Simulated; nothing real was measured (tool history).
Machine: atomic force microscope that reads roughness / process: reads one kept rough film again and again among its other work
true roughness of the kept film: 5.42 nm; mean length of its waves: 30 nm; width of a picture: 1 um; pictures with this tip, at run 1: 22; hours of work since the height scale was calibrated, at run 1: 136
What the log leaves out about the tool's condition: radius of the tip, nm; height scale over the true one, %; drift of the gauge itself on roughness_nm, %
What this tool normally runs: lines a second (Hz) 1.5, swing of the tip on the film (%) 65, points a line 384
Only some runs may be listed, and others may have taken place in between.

run    day  lines a second (Hz)  swing of the tip on the film (%)  points a line  pictures with this tip  hours of work since the height scale was calibrated  roughness of the kept film (nm (root mean square))
  1      0                  1.5                                65            384                      22                                                  136                                               4.296
  2  1.192                  1.5                                65            384                      62                                                  153                                                4.28
  3  2.054                 2.36                                65            384                      90                                                  165                                               4.124
  4  2.871                 2.36                                65            384                     117                                                  177                                               4.086
  5  3.788                 2.36                                65            384                     147                                                  190                                               4.104
  6  4.729                  3.4                                65            384                     178                                                  204                                               3.938
  7  5.612                 0.61                                77            647                     208                                                  217                                               4.347
  8  6.633                 1.03                                56            384                     241                                                  232                                               4.479
  9  7.358                 1.03                                67            373                     265                                                  242                                               4.317
 10  7.975                 1.03                                67            373                     286                                                  251                                               4.364
     8.421  -- new tip fitted
 11  9.404                 1.03                                67            373                      32                                                  271                                               4.345

Predict each of these 5 candidate next runs independently; none follows another, all start after run 11:
  A  10.054                 3.59                                58            329                      54                                                  281                                                   ?
  B  10.054                 1.03                                59            553                      54                                                  281                                                   ?
  C  10.054                 1.04                                87            372                      54                                                  281                                                   ?
  D  10.054                 0.59                                67            373                      54                                                  281                                                   ?
  E  10.054                 3.22                                86            771                      54                                                  281                                                   ?

run  roughness of the kept film (nm (root mean square))
  A                                               4.099
  B                                               4.466
  C                                               3.954
  D                                               4.468
  E                                               3.121
With no hidden state in the tool, these same runs would have given:
run  roughness of the kept film (nm (root mean square))
  A                                               4.103
  B                                                4.47
  C                                               3.958
  D                                               4.473
  E                                               3.124
